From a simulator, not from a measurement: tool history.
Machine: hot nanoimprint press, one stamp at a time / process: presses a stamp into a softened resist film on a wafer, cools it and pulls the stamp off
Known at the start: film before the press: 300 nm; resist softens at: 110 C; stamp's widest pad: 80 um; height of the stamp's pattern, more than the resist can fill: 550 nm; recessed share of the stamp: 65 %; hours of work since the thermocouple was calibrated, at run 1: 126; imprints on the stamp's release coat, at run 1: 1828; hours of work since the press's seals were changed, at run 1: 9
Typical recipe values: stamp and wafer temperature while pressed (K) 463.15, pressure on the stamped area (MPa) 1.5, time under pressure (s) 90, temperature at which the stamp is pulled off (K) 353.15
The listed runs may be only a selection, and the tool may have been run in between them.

| run | day | stamp and wafer temperature while pressed (K) | pressure on the stamped area (MPa) | time under pressure (s) | temperature at which the stamp is pulled off (K) | hours of work since the thermocouple was calibrated | imprints on the stamp's release coat | hours of work since the press's seals were changed | resist left under the stamp's widest pad (angstrom) | greatest force while the stamp is pulled off (N) |
|---|---|---|---|---|---|---|---|---|---|---|
| 1 | 0 | 463.15 | 1.5 | 90 | 353.15 | 126 | 1828 | 9 | 1273 | 192 |
| 2 | 0.925 | 463.15 | 1.5 | 90 | 360.15 | 143 | 1895 | 27 | 1263 | 162 |
| 3 | 2.125 | 463.15 | 1.5 | 90 | 360.15 | 166 | 1982 | 49 | 1261 | 165 |
| 4 | 3.767 | 463.15 | 1.5 | 90 | 353.15 | 196 | 2102 | 80 | 1268 | 190 |
| 5 | 4.775 | 463.15 | 1.5 | 99 | 353.15 | 215 | 2175 | 98 | 1211 | 178 |
|  | 5.338 | stamp cleaned and given a new release coat |
| 6 | 6.433 | 463.15 | 1.28 | 90 | 353.15 | 241 | 79 | 124 | 1365 | 179 |
| 7 | 7.421 | 463.15 | 1.28 | 90 | 353.15 | 260 | 151 | 143 | 1371 | 186 |
| 8 | 9.021 | 460.15 | 1.5 | 90 | 353.15 | 289 | 267 | 173 | 1395 | 189 |
| 9 | 10.283 | 460.15 | 1.5 | 90 | 353.15 | 313 | 359 | 196 | 1398 | 189 |
| 10 | 11.496 | 463.15 | 1.5 | 90 | 353.15 | 335 | 447 | 219 | 1240 | 186 |
| 11 | 12.925 | 463.15 | 1.5 | 90 | 353.15 | 362 | 551 | 245 | 1234 | 189 |
|  | 13.583 | plate thermocouple calibrated |
| 12 | 14.079 | 463.15 | 1.5 | 90 | 353.15 | 9 | 625 | 264 | 1243 | 190 |
| 13 | 14.954 | 463.15 | 1.5 | 90 | 353.15 | 25 | 689 | 280 | 1240 | 187 |
|  | 15.05 | gauge calibrated |
| 14 | 15.775 | 464.15 | 1.5 | 90 | 353.15 | 41 | 748 | 296 | 1224 | 189 |
| 15 | 17.233 | 464.15 | 1.5 | 90 | 353.15 | 68 | 854 | 323 | 1212 | 184 |
| 16 | 18.358 | 463.15 | 1.5 | 90 | 342.15 | 89 | 936 | 344 | 1242 | 219 |
| 17 | 19.879 | 473.15 | 1.23 | 90 | 353.15 | 117 | 1047 | 372 | 985 | 192 |
| 18 | 21.425 | 473.15 | 2.38 | 90 | 343.15 | 146 | 1159 | 401 | 643 | 215 |
| 19 | 22.567 | 473.15 | 2.38 | 90 | 343.15 | 167 | 1242 | 422 | 647 | 213 |
| 20 | 23.879 | 458.15 | 1.09 | 90 | 338.15 | 191 | 1337 | 446 | 1758 | 231 |
| 21 | 24.596 | 463.15 | 1.5 | 114 | 353.15 | 205 | 1389 | 460 | 1147 | 188 |
| 22 | 25.954 | 457.15 | 1.5 | 178 | 353.15 | 230 | 1488 | 485 | 1269 | 186 |
| 23 | 27.021 | 457.15 | 1.5 | 178 | 353.15 | 250 | 1565 | 505 | 1249 | 188 |
| 24 | 28.675 | 463.15 | 2.08 | 49 | 353.15 | 281 | 1685 | 536 | 1247 | 191 |
| 25 | 30.267 | 463.15 | 1.26 | 90 | 349.15 | 310 | 1801 | 565 | 1349 | 199 |
| 26 | 31.425 | 470.15 | 2.24 | 149 | 347.15 | 332 | 1885 | 587 | 615 | 202 |
| 27 | 32.454 | 463.15 | 1.56 | 90 | 349.15 | 351 | 1960 | 606 | 1204 | 207 |
|  | 33.796 | plate thermocouple calibrated |
| 28 | 33.879 | 463.15 | 1.56 | 90 | 359.15 | 2 | 2054 | 630 | 1200 | 176 |
| 29 | 34.892 | 463.15 | 1.5 | 174 | 353.15 | 20 | 2128 | 649 | 974 | 188 |

Some steps in resist left under the stamp's widest pad (angstrom) between neighbouring runs. How much of each would the tool show without its hidden state too (settings, what came in, random variation), and how much is left for the hidden state, with any gauge scatter that isn't in both results?
Hidden state at play: true temperature over the reading, C; pressure that arrives at the usual setting, %; grip of the stamp's worn release coat, % over a new coat's; drift of the gauge itself on residual_nm, %; drift of the gauge itself on pull_off_n, %.
Run 13 -> 14: stamp and wafer temperature while pressed (K) 463.15 -> 464.15, gauge calibrated. resist left under the stamp's widest pad (angstrom) -16: hidden state +31, all else -47.
Run 19 -> 20: stamp and wafer temperature while pressed (K) 473.15 -> 458.15, pressure on the stamped area (MPa) 2.38 -> 1.09, temperature at which the stamp is pulled off (K) 343.15 -> 338.15. resist left under the stamp's widest pad (angstrom) +1111: hidden state -20, all else +1131.
Run 25 -> 26: stamp and wafer temperature while pressed (K) 463.15 -> 470.15, pressure on the stamped area (MPa) 1.26 -> 2.24, time under pressure (s) 90 -> 149, temperature at which the stamp is pulled off (K) 349.15 -> 347.15. resist left under the stamp's widest pad (angstrom) -734: hidden state +19, all else -753.

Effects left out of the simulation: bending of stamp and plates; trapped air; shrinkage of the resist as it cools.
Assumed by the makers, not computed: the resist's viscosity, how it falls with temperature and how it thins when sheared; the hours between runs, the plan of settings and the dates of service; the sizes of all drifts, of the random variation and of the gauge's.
